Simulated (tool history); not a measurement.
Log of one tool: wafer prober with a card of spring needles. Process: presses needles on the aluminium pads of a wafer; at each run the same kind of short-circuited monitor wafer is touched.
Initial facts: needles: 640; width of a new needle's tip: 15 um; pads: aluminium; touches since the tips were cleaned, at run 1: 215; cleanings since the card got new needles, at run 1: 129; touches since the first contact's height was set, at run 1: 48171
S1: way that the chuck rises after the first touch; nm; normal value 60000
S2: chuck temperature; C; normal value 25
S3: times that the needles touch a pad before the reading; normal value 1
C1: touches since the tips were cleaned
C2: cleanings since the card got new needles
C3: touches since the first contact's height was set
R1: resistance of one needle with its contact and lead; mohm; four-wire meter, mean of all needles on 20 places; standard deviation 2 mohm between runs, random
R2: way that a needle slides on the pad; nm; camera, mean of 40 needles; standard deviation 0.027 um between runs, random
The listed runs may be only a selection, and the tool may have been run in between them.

{"run": 1, "day": 0.0, "S1": 60000, "S2": 25, "S3": 1, "C1": 215, "C2": 129, "C3": 48171, "R1": 255, "R2": 10420}
{"day": 0.146, "done": "tips cleaned on abrasive film"}
{"day": 0.325, "done": "tips cleaned on abrasive film"}
{"day": 0.504, "done": "tips cleaned on abrasive film"}
{"run": 2, "day": 0.571, "S1": 60000, "S2": 25, "S3": 1, "C1": 854, "C2": 132, "C3": 55227, "R1": 288, "R2": 10120}
{"day": 0.679, "done": "tips cleaned on abrasive film"}
{"day": 0.825, "done": "tips cleaned on abrasive film"}
{"day": 1.004, "done": "tips cleaned on abrasive film"}
{"day": 1.188, "done": "tips cleaned on abrasive film"}
{"day": 1.333, "done": "tips cleaned on abrasive film"}
{"run": 3, "day": 1.346, "S1": 60000, "S2": 63, "S3": 1, "C1": 198, "C2": 137, "C3": 64717, "R1": 271, "R2": 10020}
{"day": 1.492, "done": "tips cleaned on abrasive film"}
{"day": 1.671, "done": "tips cleaned on abrasive film"}
{"run": 4, "day": 1.796, "S1": 60000, "S2": 25, "S3": 1, "C1": 1541, "C2": 139, "C3": 70242, "R1": 354, "R2": 9960}
{"day": 1.833, "done": "tips cleaned on abrasive film"}
{"day": 2.012, "done": "tips cleaned on abrasive film"}
{"day": 2.171, "done": "tips cleaned on abrasive film"}
{"run": 5, "day": 2.171, "S1": 60000, "S2": 25, "S3": 1, "C1": 0, "C2": 142, "C3": 74822, "R1": 234, "R2": 9980}
{"day": 2.217, "done": "height of the first contact set anew"}
{"day": 2.362, "done": "tips cleaned on abrasive film"}
{"day": 2.542, "done": "tips cleaned on abrasive film"}
{"run": 6, "day": 2.55, "S1": 63000, "S2": 25, "S3": 1, "C1": 100, "C2": 144, "C3": 4094, "R1": 242, "R2": 11290}
{"day": 2.696, "done": "tips cleaned on abrasive film"}
{"day": 2.871, "done": "tips cleaned on abrasive film"}
{"run": 7, "day": 3.012, "S1": 60000, "S2": 25, "S3": 1, "C1": 1763, "C2": 146, "C3": 9792, "R1": 349, "R2": 10710}
{"day": 3.054, "done": "tips cleaned on abrasive film, once more"}
{"day": 3.233, "done": "tips cleaned on abrasive film"}
{"day": 3.412, "done": "tips cleaned on abrasive film"}
{"day": 3.596, "done": "tips cleaned on abrasive film"}
{"run": 8, "day": 3.65, "S1": 41000, "S2": 25, "S3": 1, "C1": 711, "C2": 150, "C3": 17617, "R1": 380, "R2": 7230}
{"day": 3.762, "done": "tips cleaned on abrasive film"}
{"day": 3.942, "done": "tips cleaned on abrasive film"}
{"day": 4.088, "done": "tips cleaned on abrasive film"}
{"day": 4.267, "done": "tips cleaned on abrasive film"}
{"day": 4.446, "done": "tips cleaned on abrasive film"}
{"run": 9, "day": 4.462, "S1": 41000, "S2": 25, "S3": 1, "C1": 207, "C2": 155, "C3": 27582, "R1": 277, "R2": 7120}
{"day": 4.608, "done": "tips cleaned on abrasive film"}
{"day": 4.788, "done": "tips cleaned on abrasive film"}
{"day": 4.967, "done": "tips cleaned on abrasive film"}
{"day": 5.146, "done": "tips cleaned on abrasive film"}
{"run": 10, "day": 5.175, "S1": 60000, "S2": 25, "S3": 1, "C1": 360, "C2": 159, "C3": 36355, "R1": 272, "R2": 10470}
{"day": 5.321, "done": "tips cleaned on abrasive film"}
{"day": 5.5, "done": "tips cleaned on abrasive film"}
{"day": 5.683, "done": "tips cleaned on abrasive film"}
{"day": 5.862, "done": "tips cleaned on abrasive film"}
{"run": 11, "day": 5.912, "S1": 60000, "S2": 25, "S3": 1, "C1": 650, "C2": 163, "C3": 45443, "R1": 284, "R2": 10380}
{"day": 6.025, "done": "tips cleaned on abrasive film"}
{"day": 6.2, "done": "tips cleaned on abrasive film"}
{"run": 12, "day": 6.25, "S1": 60000, "S2": 112, "S3": 1, "C1": 622, "C2": 165, "C3": 49582, "R1": 306, "R2": 10390}
{"day": 6.362, "done": "tips cleaned on abrasive film"}
{"day": 6.542, "done": "tips cleaned on abrasive film"}
{"run": 13, "day": 6.608, "S1": 60000, "S2": 25, "S3": 2, "C1": 850, "C2": 167, "C3": 53967, "R1": 272, "R2": 10410}
{"day": 6.717, "done": "tips cleaned on abrasive film"}
{"day": 6.896, "done": "tips cleaned on abrasive film"}
{"day": 7.075, "done": "tips cleaned on abrasive film"}
{"day": 7.254, "done": "tips cleaned on abrasive film"}
{"run": 14, "day": 7.392, "S1": 47000, "S2": 30, "S3": 1, "C1": 1695, "C2": 171, "C3": 63614, "R1": 454, "R2": 7980}
{"day": 7.429, "done": "tips cleaned on abrasive film"}
{"day": 7.612, "done": "tips cleaned on abrasive film"}
{"day": 7.788, "done": "tips cleaned on abrasive film"}
{"day": 7.967, "done": "tips cleaned on abrasive film"}
{"run": 15, "day": 8.046, "S1": 60000, "S2": 81, "S3": 1, "C1": 1037, "C2": 175, "C3": 71676, "R1": 333, "R2": 10240}
{"day": 8.121, "done": "tips cleaned on abrasive film"}
{"day": 8.3, "done": "tips cleaned on abrasive film"}
{"day": 8.346, "done": "height of the first contact set anew"}
{"run": 16, "day": 8.446, "S1": 60000, "S2": 63, "S3": 1, "C1": 1676, "C2": 177, "C3": 1233, "R1": 356, "R2": 10800}
{"day": 8.483, "done": "tips cleaned on abrasive film"}
{"day": 8.667, "done": "tips cleaned on abrasive film"}
{"day": 8.842, "done": "tips cleaned on abrasive film"}
{"run": 17, "day": 8.892, "S1": 44000, "S2": 59, "S3": 1, "C1": 615, "C2": 180, "C3": 6696, "R1": 355, "R2": 7770}
{"day": 9.0, "done": "tips cleaned on abrasive film"}
{"day": 9.146, "done": "tips cleaned on abrasive film"}
{"day": 9.329, "done": "tips cleaned on abrasive film"}
{"day": 9.508, "done": "tips cleaned on abrasive film"}
{"day": 9.683, "done": "tips cleaned on abrasive film"}
{"run": 18, "day": 9.7, "S1": 44000, "S2": 75, "S3": 1, "C1": 176, "C2": 185, "C3": 16597, "R1": 294, "R2": 7750}
{"day": 9.846, "done": "tips cleaned on abrasive film"}
{"day": 10.021, "done": "tips cleaned on abrasive film"}
{"day": 10.204, "done": "tips cleaned on abrasive film"}
{"day": 10.383, "done": "tips cleaned on abrasive film"}
{"run": 19, "day": 10.454, "S1": 44000, "S2": 75, "S3": 1, "C1": 895, "C2": 189, "C3": 25907, "R1": 403, "R2": 7700}
{"day": 10.529, "done": "tips cleaned on abrasive film"}
{"day": 10.712, "done": "tips cleaned on abrasive film"}
{"day": 10.892, "done": "tips cleaned on abrasive film"}
{"day": 11.071, "done": "tips cleaned on abrasive film"}
{"day": 11.229, "done": "tips cleaned on abrasive film"}
{"run": 20, "day": 11.229, "S1": 44000, "S2": 75, "S3": 1, "C1": 0, "C2": 194, "C3": 35369, "R1": 268, "R2": 7590}
{"day": 11.404, "done": "tips cleaned on abrasive film"}
{"day": 11.55, "done": "tips cleaned on abrasive film"}
{"day": 11.733, "done": "tips cleaned on abrasive film"}
{"run": 21, "day": 11.758, "S1": 41000, "S2": 25, "S3": 1, "C1": 313, "C2": 197, "C3": 41875, "R1": 317, "R2": 7030}
{"day": 11.9, "done": "tips cleaned on abrasive film"}
{"day": 12.083, "done": "tips cleaned on abrasive film"}
{"day": 12.258, "done": "tips cleaned on abrasive film"}
{"day": 12.442, "done": "tips cleaned on abrasive film"}
{"run": 22, "day": 12.521, "S1": 52000, "S2": 25, "S3": 2, "C1": 1007, "C2": 201, "C3": 51284, "R1": 322, "R2": 8920}
{"day": 12.596, "done": "tips cleaned on abrasive film"}
{"day": 12.775, "done": "tips cleaned on abrasive film"}
{"day": 12.954, "done": "tips cleaned on abrasive film"}
{"day": 13.133, "done": "tips cleaned on abrasive film"}
{"day": 13.633, "done": "card fitted with new needles"}
{"run": 23, "day": 13.671, "S1": 73000, "S2": 120, "S3": 2, "C1": 504, "C2": 0, "C3": 504, "R1": 249, "R2": 13040}
{"day": 13.783, "done": "tips cleaned on abrasive film"}
{"day": 13.962, "done": "tips cleaned on abrasive film"}
{"run": 24, "day": 14.021, "S1": 73000, "S2": 120, "S3": 2, "C1": 753, "C2": 2, "C3": 4805, "R1": 257, "R2": 13030}
{"day": 14.133, "done": "tips cleaned on abrasive film"}
{"day": 14.312, "done": "tips cleaned on abrasive film"}
{"day": 14.492, "done": "tips cleaned on abrasive film"}
{"day": 14.654, "done": "tips cleaned on abrasive film"}
{"run": 25, "day": 14.654, "S1": 64000, "S2": 36, "S3": 2, "C1": 0, "C2": 6, "C3": 12546, "R1": 223, "R2": 11390}
{"day": 14.829, "done": "tips cleaned on abrasive film"}
{"day": 15.012, "done": "tips cleaned on abrasive film"}
{"day": 15.188, "done": "tips cleaned on abrasive film"}
{"run": 26, "day": 15.304, "S1": 53000, "S2": 92, "S3": 1, "C1": 1493, "C2": 9, "C3": 20599, "R1": 310, "R2": 9380}

Had the tool no unlogged condition, and each run kept its random variation, what would the results have been?
Hidden state at play: debris on the tips, nm; way that the needles fall short of the set height, um; tips' diameter, um; drift of the gauge itself on contact_mohm, %; drift of the gauge itself on scrub_um, %.
run=1 R1=223 R2=10780
run=2 R1=215 R2=10750
run=3 R1=232 R2=10740
run=4 R1=220 R2=10710
run=5 R1=219 R2=10770
run=6 R1=218 R2=11320
run=7 R1=218 R2=10770
run=8 R1=229 R2=7350
run=9 R1=225 R2=7330
run=10 R1=220 R2=10730
run=11 R1=219 R2=10700
run=12 R1=242 R2=10740
run=13 R1=220 R2=10790
run=14 R1=226 R2=8420
run=15 R1=233 R2=10750
run=16 R1=228 R2=10800
run=17 R1=236 R2=7820
run=18 R1=242 R2=7900
run=19 R1=238 R2=7900
run=20 R1=241 R2=7870
run=21 R1=229 R2=7370
run=22 R1=225 R2=9310
run=23 R1=241 R2=13040
run=24 R1=242 R2=13060
run=25 R1=219 R2=11480
run=26 R1=241 R2=9520
